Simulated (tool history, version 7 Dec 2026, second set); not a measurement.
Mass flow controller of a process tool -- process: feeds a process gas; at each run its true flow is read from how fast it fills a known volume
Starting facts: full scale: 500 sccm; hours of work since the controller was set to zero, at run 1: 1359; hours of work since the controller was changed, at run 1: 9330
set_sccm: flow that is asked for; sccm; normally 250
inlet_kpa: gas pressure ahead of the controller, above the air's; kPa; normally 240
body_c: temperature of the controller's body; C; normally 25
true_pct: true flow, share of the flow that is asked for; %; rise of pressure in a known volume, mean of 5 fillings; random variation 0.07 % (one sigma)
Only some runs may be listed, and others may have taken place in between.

run     hour  set_sccm  inlet_kpa  body_c  hours of work since the controller was set to zero  hours of work since the controller was changed  true_pct
  1      0.0       250        240      25                                                1359                                            9330     98.68
  2    200.6       250        240      25                                                1462                                            9433     98.71
  3    432.3       250        240      25                                                1582                                            9553     98.74
  4    723.3       250        240      25                                                1731                                            9702     98.87
  5   1030.0       250        240      25                                                1889                                            9860     99.06
  6   1455.8       250        240      26                                                2108                                           10079     99.35
  7   1713.5       250        240      25                                                2241                                           10212     99.21
  8   1928.7       250        240      25                                                2352                                           10323     99.42
  9   2247.8       250        240      25                                                2516                                           10487     99.47
 10   2682.5       250        240      25                                                2739                                           10711     99.69
 11   3039.4       250        240      25                                                2923                                           10894     99.87
 12   3232.4       250        240      25                                                3022                                           10993     99.78
 13   3652.9       250        240      25                                                3239                                           11210    100.16
 14   3962.5       250        240      24                                                3398                                           11369    100.02
 15   4317.6       250        240      24                                                3581                                           11552    100.13
 16   4717.0       250        240      25                                                3786                                           11757    100.60
 17   5002.2       250        240      25                                                3933                                           11904    100.60
      5342.0  -- controller exchanged for a calibrated one
 18   5431.0       250        148      25                                                  46                                              46    100.64
 19   5650.2       250        180      25                                                 159                                             159    100.78
 20   6039.9       250        180      25                                                 359                                             359    100.97
 21   6358.5       250        180      25                                                 523                                             523    101.01
 22   6568.5       250        161      35                                                 631                                             631    102.42
 23   6916.2       183        183      25                                                 810                                             810    100.94
 24   7210.4       250        170      25                                                 961                                             961    101.37
      7360.9  -- gauge calibrated
 25   7492.3       250        170      25                                                1106                                            1106     98.61
 26   7723.1        67        216      23                                                1225                                            1225     97.45
 27   7966.6       111        210      24                                                1350                                            1350     97.89
 28   8204.6       224        148      21                                                1473                                            1473     98.14
 29   8492.6       250        240      39                                                1621                                            1621    100.65
 30   8825.6       250        240      39                                                1792                                            1792    100.79
 31   9071.1       213        208      21                                                1919                                            1919     98.48
 32   9284.9       213        223      28                                                2029                                            2029     99.49
 33   9686.0       213        223      28                                                2235                                            2235     99.64
 34  10026.9       398        223      28                                                2411                                            2411    100.76
 35  10358.3       250        172      23                                                2581                                            2581     99.38
 36  10682.4       176        240      25                                                2748                                            2748     99.51
 37  10945.8       176        240      25                                                2883                                            2883     99.63
 38  11375.9       307        209      25                                                3105                                            3105    100.44
 39  11684.3       307        209      25                                                3263                                            3263    100.59

The same runs without the tool's hidden state, with the same run-to-run variation:
Hidden conditions of the tool in this case: flow at rest that the sensor doesn't see, % of full scale; true flow over the shown one, %; drift of the gauge itself on true_pct, %.
run  true_pct
  1     98.68
  2     98.63
  3     98.56
  4     98.58
  5     98.65
  6     98.77
  7     98.53
  8     98.65
  9     98.57
 10     98.62
 11     98.65
 12     98.49
 13     98.70
 14     98.44
 15     98.41
 16     98.71
 17     98.60
 18     98.48
 19     98.54
 20     98.56
 21     98.48
 22     99.77
 23     98.20
 24     98.50
 25     98.56
 26     97.30
 27     97.65
 28     97.80
 29    100.20
 30    100.20
 31     97.80
 32     98.72
 33     98.71
 34     99.69
 35     98.19
 36     98.19
 37     98.21
 38     98.84
 39     98.86

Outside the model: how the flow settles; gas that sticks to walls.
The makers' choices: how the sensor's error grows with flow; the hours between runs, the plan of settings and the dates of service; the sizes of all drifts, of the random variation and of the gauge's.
